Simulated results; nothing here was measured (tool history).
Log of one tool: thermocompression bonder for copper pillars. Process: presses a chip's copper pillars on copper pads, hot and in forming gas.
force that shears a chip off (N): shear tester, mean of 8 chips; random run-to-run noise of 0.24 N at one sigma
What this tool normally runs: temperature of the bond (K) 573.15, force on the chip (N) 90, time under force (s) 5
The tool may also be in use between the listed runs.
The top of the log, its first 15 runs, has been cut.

run   hour  temperature of the bond (K)  force on the chip (N)  time under force (s)  hours of work since the heater was calibrated  hours of work since the force cell was calibrated  hours of work since the gas filter was changed  force that shears a chip off (N)
 16   96.5                       573.15                     63                     5                                            603                                                162                                             329                              25.8
 17  104.2                       566.15                     90                     5                                            608                                                167                                             334                              28.7
 18  109.9                       566.15                     90                     5                                            612                                                171                                             338                              28.9
 19  114.9                       573.15                     60                    10                                            615                                                174                                             341                              33.3
     116.9  -- force cell calibrated
 20  123.8                       588.15                     90                     3                                            620                                                  5                                             346                              28.5
 21  131.2                       588.15                     90                     3                                            625                                                  9                                             351                              28.9
 22  137.7                       569.15                     57                     8                                            629                                                 14                                             355                              28.2
 23  145.6                       543.15                     90                    12                                            634                                                 19                                             361                              32.8
 24  149.8                       571.15                    109                     5                                            637                                                 22                                             363                              33.8
 25  154.2                       562.15                    130                     5                                            640                                                 24                                             366                              33.9
 26  163.2                       601.15                     63                     4                                            645                                                 30                                             372                              30.1
 27  167.4                       553.15                     63                    12                                            648                                                 33                                             375                              30.6
     171.8  -- force cell calibrated, once more
 28  173.9                       594.15                     75                    12                                            651                                                  1                                             378                              45.6
 29  178.9                       594.15                     75                     4                                            655                                                  5                                             381                              30.9
 30  182.8                       594.15                     75                     4                                            657                                                  7                                             384                              30.6
 31  188.6                       568.15                     56                     7                                            661                                                 11                                             388                              26.4
 32  197.2                       568.15                     56                     7                                            667                                                 17                                             393                              26.3
 33  205.3                       573.15                     58                     5                                            672                                                 22                                             399                              24.6
 34  211.6                       573.15                     58                     5                                            676                                                 26                                             403                              24.7

What if the next run were any one of these 3? Each begins from the tool's condition after run 34:
  A  216.5                       567.15                     69                     5                                            679                                                 29                                             406                                 ?
  B  216.5                       573.15                     58                    11                                            679                                                 29                                             406                                 ?
  C  216.5                       573.15                     56                     9                                            679                                                 29                                             406                                 ?

run  force that shears a chip off (N)
  A                              25.5
  B                              33.8
  C                              30.7
With no hidden state in the tool, these same runs would have given:
run  force that shears a chip off (N)
  A                              25.3
  B                              33.6
  C                              30.5
